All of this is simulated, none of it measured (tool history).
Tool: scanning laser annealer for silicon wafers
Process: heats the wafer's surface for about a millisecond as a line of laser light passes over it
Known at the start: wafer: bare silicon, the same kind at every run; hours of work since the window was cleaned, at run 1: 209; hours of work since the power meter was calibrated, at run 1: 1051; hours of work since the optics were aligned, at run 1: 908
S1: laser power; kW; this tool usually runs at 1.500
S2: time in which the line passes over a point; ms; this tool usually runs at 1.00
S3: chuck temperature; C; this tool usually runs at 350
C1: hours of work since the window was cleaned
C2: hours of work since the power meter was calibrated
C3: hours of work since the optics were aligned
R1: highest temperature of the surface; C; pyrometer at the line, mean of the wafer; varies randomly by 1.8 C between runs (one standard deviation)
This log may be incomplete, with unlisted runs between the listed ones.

| run | hour | S1 | S2 | S3 | C1 | C2 | C3 | R1 |
|---|---|---|---|---|---|---|---|---|
| 1 | 0.0 | 1.500 | 1.00 | 350 | 209 | 1051 | 908 | 1027 |
| 2 | 75.9 | 1.500 | 1.00 | 362 | 254 | 1096 | 953 | 1031 |
| 3 | 145.1 | 1.500 | 1.00 | 362 | 296 | 1138 | 995 | 1025 |
|  | 165.3 | window over the wafer cleaned |
| 4 | 199.6 | 1.500 | 1.00 | 362 | 21 | 1169 | 1026 | 1050 |
| 5 | 240.7 | 1.530 | 1.00 | 350 | 45 | 1194 | 1051 | 1052 |
| 6 | 326.0 | 1.417 | 1.00 | 350 | 96 | 1245 | 1102 | 982 |
| 7 | 407.8 | 1.443 | 1.04 | 382 | 145 | 1294 | 1151 | 1037 |
|  | 417.6 | optics aligned, line set to its width |
| 8 | 451.8 | 1.432 | 0.99 | 350 | 169 | 1317 | 21 | 971 |
| 9 | 487.1 | 1.327 | 0.90 | 339 | 190 | 1338 | 42 | 887 |
| 10 | 565.4 | 1.500 | 1.14 | 317 | 237 | 1385 | 89 | 1012 |
| 11 | 637.0 | 1.328 | 0.72 | 387 | 280 | 1428 | 131 | 879 |

The same runs without the tool's hidden state, with the same run-to-run variation:
The hidden state here: light that passes the window, % of a clean one's; laser's true power over the reading, %; width of the line over the set one, %; drift of the gauge itself on peak_c, C.
| run | R1 |
|---|---|
| 1 | 1068 |
| 2 | 1078 |
| 3 | 1077 |
| 4 | 1078 |
| 5 | 1084 |
| 6 | 1016 |
| 7 | 1078 |
| 8 | 1020 |
| 9 | 932 |
| 10 | 1075 |
| 11 | 927 |
